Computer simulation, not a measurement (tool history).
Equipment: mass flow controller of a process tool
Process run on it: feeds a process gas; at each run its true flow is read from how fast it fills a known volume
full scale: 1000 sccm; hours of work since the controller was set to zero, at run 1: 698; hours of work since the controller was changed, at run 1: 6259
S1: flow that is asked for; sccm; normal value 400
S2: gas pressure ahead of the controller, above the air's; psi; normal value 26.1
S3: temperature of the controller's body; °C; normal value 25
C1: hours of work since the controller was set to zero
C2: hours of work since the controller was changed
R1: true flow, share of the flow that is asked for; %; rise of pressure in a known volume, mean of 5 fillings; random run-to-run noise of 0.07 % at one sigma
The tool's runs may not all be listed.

{"run": 1, "hour": 0.0, "S1": 400, "S2": 26.1, "S3": 25, "C1": 698, "C2": 6259, "R1": 98.58}
{"run": 2, "hour": 433.8, "S1": 400, "S2": 26.1, "S3": 25, "C1": 870, "C2": 6432, "R1": 98.47}
{"run": 3, "hour": 802.9, "S1": 400, "S2": 26.1, "S3": 25, "C1": 1017, "C2": 6578, "R1": 98.57}
{"run": 4, "hour": 1304.1, "S1": 400, "S2": 26.1, "S3": 25, "C1": 1216, "C2": 6777, "R1": 98.52}
{"run": 5, "hour": 1558.2, "S1": 400, "S2": 26.1, "S3": 25, "C1": 1317, "C2": 6878, "R1": 98.5}
{"run": 6, "hour": 1791.5, "S1": 400, "S2": 26.1, "S3": 25, "C1": 1409, "C2": 6971, "R1": 98.4}
{"run": 7, "hour": 2262.7, "S1": 943, "S2": 26.1, "S3": 25, "C1": 1596, "C2": 7158, "R1": 99.94}
{"run": 8, "hour": 2625.1, "S1": 474, "S2": 26.1, "S3": 25, "C1": 1740, "C2": 7302, "R1": 98.78}
{"run": 9, "hour": 2885.4, "S1": 474, "S2": 26.1, "S3": 25, "C1": 1843, "C2": 7405, "R1": 98.57}
{"run": 10, "hour": 3429.7, "S1": 474, "S2": 26.1, "S3": 25, "C1": 2060, "C2": 7621, "R1": 98.66}
{"run": 11, "hour": 3964.1, "S1": 400, "S2": 20.7, "S3": 25, "C1": 2272, "C2": 7833, "R1": 98.24}
{"run": 12, "hour": 4353.3, "S1": 400, "S2": 20.7, "S3": 25, "C1": 2426, "C2": 7988, "R1": 98.24}
{"run": 13, "hour": 4799.0, "S1": 400, "S2": 20.7, "S3": 25, "C1": 2603, "C2": 8165, "R1": 98.25}
{"run": 14, "hour": 5124.7, "S1": 400, "S2": 20.7, "S3": 25, "C1": 2732, "C2": 8294, "R1": 98.28}
{"run": 15, "hour": 5421.2, "S1": 400, "S2": 26.1, "S3": 25, "C1": 2850, "C2": 8412, "R1": 98.48}
{"run": 16, "hour": 5834.2, "S1": 400, "S2": 26.1, "S3": 25, "C1": 3014, "C2": 8576, "R1": 98.41}
{"run": 17, "hour": 6201.8, "S1": 400, "S2": 26.1, "S3": 25, "C1": 3160, "C2": 8722, "R1": 98.48}
{"run": 18, "hour": 6527.1, "S1": 400, "S2": 26.1, "S3": 25, "C1": 3289, "C2": 8851, "R1": 98.45}
{"run": 19, "hour": 7028.8, "S1": 400, "S2": 26.1, "S3": 25, "C1": 3488, "C2": 9050, "R1": 98.43}
{"run": 20, "hour": 7514.5, "S1": 400, "S2": 26.1, "S3": 25, "C1": 3681, "C2": 9243, "R1": 98.55}
{"run": 21, "hour": 7911.9, "S1": 143, "S2": 20.6, "S3": 28, "C1": 3839, "C2": 9400, "R1": 97.66}
{"run": 22, "hour": 8237.6, "S1": 143, "S2": 20.6, "S3": 28, "C1": 3968, "C2": 9530, "R1": 97.76}
{"run": 23, "hour": 8570.3, "S1": 154, "S2": 20.6, "S3": 28, "C1": 4100, "C2": 9662, "R1": 97.73}
{"run": 24, "hour": 9007.6, "S1": 354, "S2": 26.1, "S3": 25, "C1": 4274, "C2": 9835, "R1": 98.42}
{"run": 25, "hour": 9468.3, "S1": 911, "S2": 28.1, "S3": 34, "C1": 4457, "C2": 10018, "R1": 100.09}
{"run": 26, "hour": 9734.2, "S1": 911, "S2": 25.8, "S3": 39, "C1": 4562, "C2": 10124, "R1": 100.02}
{"run": 27, "hour": 10132.9, "S1": 911, "S2": 25.8, "S3": 39, "C1": 4721, "C2": 10282, "R1": 100.17}
{"run": 28, "hour": 10609.1, "S1": 400, "S2": 36.5, "S3": 27, "C1": 4910, "C2": 10471, "R1": 98.69}
{"run": 29, "hour": 10940.4, "S1": 400, "S2": 36.5, "S3": 27, "C1": 5041, "C2": 10603, "R1": 98.74}
{"run": 30, "hour": 11253.3, "S1": 400, "S2": 28.9, "S3": 27, "C1": 5166, "C2": 10727, "R1": 98.56}
{"run": 31, "hour": 11487.4, "S1": 719, "S2": 23.9, "S3": 27, "C1": 5259, "C2": 10820, "R1": 99.16}
{"run": 32, "hour": 11828.3, "S1": 128, "S2": 34.8, "S3": 31, "C1": 5394, "C2": 10955, "R1": 98.06}
{"hour": 12131.7, "done": "controller's zero set anew"}
{"run": 33, "hour": 12299.2, "S1": 298, "S2": 22.0, "S3": 31, "C1": 66, "C2": 11142, "R1": 98.4}
{"run": 34, "hour": 12538.3, "S1": 193, "S2": 28.9, "S3": 25, "C1": 161, "C2": 11237, "R1": 97.92}
{"run": 35, "hour": 12831.8, "S1": 259, "S2": 23.6, "S3": 25, "C1": 278, "C2": 11354, "R1": 98.12}
{"run": 36, "hour": 13368.7, "S1": 469, "S2": 23.6, "S3": 25, "C1": 491, "C2": 11567, "R1": 98.59}
{"hour": 13726.3, "done": "controller exchanged for a calibrated one"}
{"run": 37, "hour": 13849.3, "S1": 469, "S2": 23.6, "S3": 25, "C1": 49, "C2": 49, "R1": 98.46}
{"run": 38, "hour": 14411.1, "S1": 400, "S2": 35.0, "S3": 21, "C1": 272, "C2": 272, "R1": 98.59}
{"run": 39, "hour": 14880.2, "S1": 316, "S2": 35.0, "S3": 21, "C1": 458, "C2": 458, "R1": 98.39}

Below are 5 alternative next runs, each starting from the tool's condition after run 39. Predict each:
{"run": "A", "hour": 15184.6, "S1": 774, "S2": 38.9, "S3": 30, "C1": 579, "C2": 579, "R1": "?"}
{"run": "B", "hour": 15184.6, "S1": 294, "S2": 34.4, "S3": 21, "C1": 579, "C2": 579, "R1": "?"}
{"run": "C", "hour": 15184.6, "S1": 355, "S2": 39.5, "S3": 34, "C1": 579, "C2": 579, "R1": "?"}
{"run": "D", "hour": 15184.6, "S1": 314, "S2": 35.0, "S3": 21, "C1": 579, "C2": 579, "R1": "?"}
{"run": "E", "hour": 15184.6, "S1": 366, "S2": 20.7, "S3": 21, "C1": 579, "C2": 579, "R1": "?"}

run=A R1=99.91
run=B R1=98.30
run=C R1=98.91
run=D R1=98.31
run=E R1=98.12
Stripped of hidden state, with their random variation kept, the same runs would have yielded:
run=A R1=99.91
run=B R1=98.30
run=C R1=98.91
run=D R1=98.31
run=E R1=98.12
